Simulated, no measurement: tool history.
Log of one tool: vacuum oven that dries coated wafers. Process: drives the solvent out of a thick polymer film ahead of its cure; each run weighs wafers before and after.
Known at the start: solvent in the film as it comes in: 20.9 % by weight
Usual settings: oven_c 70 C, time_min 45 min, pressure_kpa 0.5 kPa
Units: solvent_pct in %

run,day,oven_c,time_min,pressure_kpa,solvent_pct
1,0,70,45,0.5,3.76
2,1.017,70,45,1.231,4.19
3,1.621,70,45,0.5,3.69
4,2.617,70,45,0.5,3.77
5,3.308,70,45,0.5,3.86
6,4.071,70,45,0.625,3.85
7,4.779,79,45,0.625,1.88
8,5.871,79,45,0.625,1.79
9,6.5,79,45,0.625,1.81
10,7.279,79,45,0.625,1.79
11,8.25,79,45,0.625,1.81
12,9.204,79,45,0.625,1.82
13,10.146,70,56,0.5,2.68
14,10.917,70,56,0.5,2.63
15,12.054,71,45,0.5,3.48
16,12.883,70,45,0.5,3.71
17,14.05,70,30,0.5,6.02
18,14.954,70,30,0.304,5.84
19,15.692,70,28,0.5,6.37
20,16.183,70,28,1.084,6.79
21,17.162,70,72,1.084,2.04
22,17.742,70,72,1.084,2.04
23,18.583,70,72,1.155,2.13
24,19.321,70,72,1.155,2.04
25,20.254,61,49,1.624,6.68
26,21.217,74,33,0.5,4.28
27,22.046,74,33,0.5,4.24
28,22.867,74,38,0.5,3.61
29,23.462,80,38,1.08,2.5
30,24.229,71,29,0.5,6.08
31,25.138,71,29,0.5,6.03
32,26.262,70,34,0.975,5.5
33,27.15,70,34,0.975,5.64
34,27.929,70,34,0.443,5.45
35,28.925,73,22,1.232,7.47
36,29.571,73,22,1.232,7.39
37,30.438,55,27,0.695,11.2
38,31.271,55,42,0.412,8.76
39,31.842,77,62,1.264,1.51
40,32.862,57,62,1.264,6.48
41,33.796,57,33,0.902,9.68
42,34.421,76,77,0.838,0.93
43,35.192,76,77,0.838,0.94
44,35.954,59,40,0.654,7.86
45,36.825,70,51,0.5,3.04
46,37.825,70,51,0.5,3.03
47,38.579,70,33,0.36,5.5

Not shown: 1 entry that the log had between the listed runs. Between which runs, and how does the tool's hidden state differ before and after?
Between runs 8 and 9: oven's thermocouples calibrated (day 6.05)
  true wafer temperature over the reading, C: -0.07 -> 0.01
